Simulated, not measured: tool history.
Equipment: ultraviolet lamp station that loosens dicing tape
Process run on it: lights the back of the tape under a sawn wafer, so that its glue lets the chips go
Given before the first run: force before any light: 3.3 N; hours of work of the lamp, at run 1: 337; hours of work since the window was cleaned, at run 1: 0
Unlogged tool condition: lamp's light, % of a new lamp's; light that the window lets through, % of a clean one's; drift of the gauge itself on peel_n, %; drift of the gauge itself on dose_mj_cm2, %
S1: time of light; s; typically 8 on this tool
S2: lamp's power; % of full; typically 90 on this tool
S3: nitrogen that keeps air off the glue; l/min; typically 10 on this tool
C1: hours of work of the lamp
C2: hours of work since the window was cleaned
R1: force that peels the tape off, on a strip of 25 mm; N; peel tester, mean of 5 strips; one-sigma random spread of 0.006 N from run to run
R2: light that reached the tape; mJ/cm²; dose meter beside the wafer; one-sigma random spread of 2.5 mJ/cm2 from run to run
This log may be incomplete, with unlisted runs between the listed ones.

{"run": 1, "hour": 0.0, "S1": 8, "S2": 90, "S3": 10, "C1": 337, "C2": 0, "R1": 0.26, "R2": 291}
{"run": 2, "hour": 30.6, "S1": 8, "S2": 82, "S3": 10, "C1": 358, "C2": 22, "R1": 0.262, "R2": 258}
{"run": 3, "hour": 65.2, "S1": 8, "S2": 82, "S3": 10, "C1": 383, "C2": 46, "R1": 0.272, "R2": 256}
{"run": 4, "hour": 99.2, "S1": 8, "S2": 90, "S3": 10, "C1": 407, "C2": 70, "R1": 0.276, "R2": 280}
{"run": 5, "hour": 154.7, "S1": 8, "S2": 90, "S3": 10, "C1": 446, "C2": 109, "R1": 0.259, "R2": 275}
{"run": 6, "hour": 228.9, "S1": 8, "S2": 90, "S3": 10, "C1": 498, "C2": 161, "R1": 0.269, "R2": 269}
{"run": 7, "hour": 273.4, "S1": 8, "S2": 90, "S3": 10, "C1": 529, "C2": 193, "R1": 0.273, "R2": 254}
{"run": 8, "hour": 321.5, "S1": 8, "S2": 87, "S3": 10, "C1": 563, "C2": 227, "R1": 0.273, "R2": 252}
{"run": 9, "hour": 356.5, "S1": 8, "S2": 87, "S3": 10, "C1": 588, "C2": 251, "R1": 0.271, "R2": 242}
{"run": 10, "hour": 418.6, "S1": 8, "S2": 81, "S3": 10, "C1": 632, "C2": 295, "R1": 0.289, "R2": 219}
{"run": 11, "hour": 481.0, "S1": 8, "S2": 80, "S3": 10, "C1": 676, "C2": 339, "R1": 0.314, "R2": 216}
{"run": 12, "hour": 522.0, "S1": 8, "S2": 80, "S3": 10, "C1": 705, "C2": 368, "R1": 0.317, "R2": 209}
{"hour": 554.8, "done": "window cleaned of glue's vapour"}
{"run": 13, "hour": 583.8, "S1": 8, "S2": 80, "S3": 10, "C1": 748, "C2": 20, "R1": 0.289, "R2": 238}
{"run": 14, "hour": 653.9, "S1": 7, "S2": 78, "S3": 16, "C1": 797, "C2": 70, "R1": 0.289, "R2": 196}
{"run": 15, "hour": 688.1, "S1": 16, "S2": 84, "S3": 10, "C1": 821, "C2": 94, "R1": 0.233, "R2": 482}

Describe how what the log doesn't record of the tool's condition differs between the last listed run preceding each entry between runs and the first listed run following it.
Between runs 12 and 13: window cleaned of glue's vapour (hour 554.8)
  lamp's light, % of a new lamp's: 88.6 -> 87.8; light that the window lets through, % of a clean one's: 87.4 -> 99
  measured less the result without the state, R1: +0.055 -> +0.024 N; R2: -62 -> -35 mJ/cm²

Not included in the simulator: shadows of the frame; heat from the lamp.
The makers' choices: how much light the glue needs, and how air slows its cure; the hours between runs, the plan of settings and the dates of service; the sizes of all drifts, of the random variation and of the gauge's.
